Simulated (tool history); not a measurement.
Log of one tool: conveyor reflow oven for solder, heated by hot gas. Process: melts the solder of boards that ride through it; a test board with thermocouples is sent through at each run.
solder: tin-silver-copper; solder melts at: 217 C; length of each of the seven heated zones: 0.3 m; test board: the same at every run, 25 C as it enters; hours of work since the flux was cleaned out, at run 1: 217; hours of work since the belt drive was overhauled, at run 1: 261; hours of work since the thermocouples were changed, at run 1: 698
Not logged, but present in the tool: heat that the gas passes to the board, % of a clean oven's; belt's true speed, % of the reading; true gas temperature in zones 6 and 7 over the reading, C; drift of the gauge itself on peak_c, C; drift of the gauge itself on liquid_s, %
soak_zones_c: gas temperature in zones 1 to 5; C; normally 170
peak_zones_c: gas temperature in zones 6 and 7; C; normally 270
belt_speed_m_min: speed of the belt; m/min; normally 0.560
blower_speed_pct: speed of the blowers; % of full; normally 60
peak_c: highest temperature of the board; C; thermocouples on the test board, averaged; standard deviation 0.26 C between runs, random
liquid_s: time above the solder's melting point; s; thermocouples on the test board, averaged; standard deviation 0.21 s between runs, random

| run | hour | soak_zones_c | peak_zones_c | belt_speed_m_min | blower_speed_pct | hours of work since the flux was cleaned out | hours of work since the belt drive was overhauled | hours of work since the thermocouples were changed | peak_c | liquid_s |
|---|---|---|---|---|---|---|---|---|---|---|
| 1 | 0.0 | 170 | 270 | 0.560 | 60 | 217 | 261 | 698 | 251.8 | 46.3 |
| 2 | 64.5 | 170 | 270 | 0.560 | 60 | 246 | 290 | 727 | 251.2 | 45.9 |
| 3 | 133.8 | 170 | 270 | 0.560 | 57 | 277 | 321 | 758 | 250.2 | 45.3 |
| 4 | 174.6 | 170 | 270 | 0.560 | 57 | 295 | 339 | 777 | 250.4 | 45.9 |
| 5 | 214.6 | 170 | 270 | 0.560 | 57 | 313 | 357 | 795 | 250.6 | 45.7 |
| 6 | 265.2 | 170 | 278 | 0.560 | 60 | 336 | 380 | 817 | 258.3 | 50.1 |
|  | 292.3 | flux residue cleaned out of gas plates and filters |
| 7 | 322.3 | 170 | 278 | 0.560 | 60 | 13 | 404 | 841 | 258.8 | 49.9 |
| 8 | 365.9 | 170 | 278 | 0.509 | 60 | 33 | 423 | 860 | 261.3 | 57.6 |
| 9 | 415.7 | 170 | 270 | 0.560 | 60 | 55 | 446 | 883 | 251.1 | 45.8 |
| 10 | 483.5 | 175 | 270 | 0.560 | 60 | 86 | 476 | 913 | 252.9 | 48.1 |
| 11 | 547.4 | 175 | 270 | 0.560 | 60 | 115 | 505 | 942 | 252.6 | 48.4 |
| 12 | 601.9 | 175 | 270 | 0.560 | 60 | 139 | 529 | 967 | 252.5 | 48.3 |
| 13 | 635.7 | 175 | 270 | 0.560 | 60 | 154 | 544 | 982 | 252.2 | 48.1 |
| 14 | 703.4 | 174 | 270 | 0.560 | 60 | 185 | 575 | 1012 | 251.8 | 48.0 |
| 15 | 766.7 | 179 | 269 | 0.560 | 85 | 213 | 603 | 1041 | 255.9 | 52.5 |
| 16 | 799.7 | 170 | 270 | 0.576 | 62 | 228 | 618 | 1055 | 250.8 | 43.8 |
| 17 | 851.0 | 185 | 262 | 0.560 | 79 | 251 | 641 | 1079 | 250.2 | 51.1 |
| 18 | 917.8 | 178 | 270 | 0.496 | 52 | 281 | 671 | 1109 | 255.1 | 57.5 |
| 19 | 984.4 | 178 | 270 | 0.477 | 52 | 311 | 701 | 1139 | 256.3 | 61.1 |
| 20 | 1039.6 | 169 | 271 | 0.477 | 52 | 336 | 726 | 1163 | 256.1 | 57.7 |
|  | 1064.3 | flux residue cleaned out of gas plates and filters |
| 21 | 1081.3 | 169 | 271 | 0.590 | 82 | 8 | 743 | 1180 | 254.0 | 45.7 |
| 22 | 1112.6 | 181 | 265 | 0.605 | 82 | 22 | 757 | 1194 | 250.4 | 45.6 |
| 23 | 1170.5 | 170 | 271 | 0.560 | 84 | 48 | 783 | 1220 | 256.4 | 49.5 |
| 24 | 1231.2 | 180 | 260 | 0.460 | 84 | 75 | 810 | 1247 | 252.3 | 63.6 |
| 25 | 1264.7 | 176 | 260 | 0.665 | 80 | 90 | 825 | 1262 | 241.9 | 34.4 |

Here are 4 independent what-if runs from the current tool condition. What would each one return?
| A | 1319.3 | 156 | 270 | 0.560 | 60 | 115 | 850 | 1287 | ? | ? |
| B | 1319.3 | 163 | 270 | 0.560 | 90 | 115 | 850 | 1287 | ? | ? |
| C | 1319.3 | 173 | 265 | 0.560 | 54 | 115 | 850 | 1287 | ? | ? |
| D | 1319.3 | 176 | 260 | 0.491 | 80 | 115 | 850 | 1287 | ? | ? |

| run | peak_c | liquid_s |
|---|---|---|
| A | 248.3 | 40.4 |
| B | 255.5 | 47.5 |
| C | 246.5 | 43.3 |
| D | 249.9 | 56.1 |
Without the tool's unlogged condition, the same runs would have read:
| run | peak_c | liquid_s |
|---|---|---|
| A | 248.5 | 40.5 |
| B | 255.7 | 47.6 |
| C | 246.6 | 43.4 |
| D | 250.1 | 56.2 |
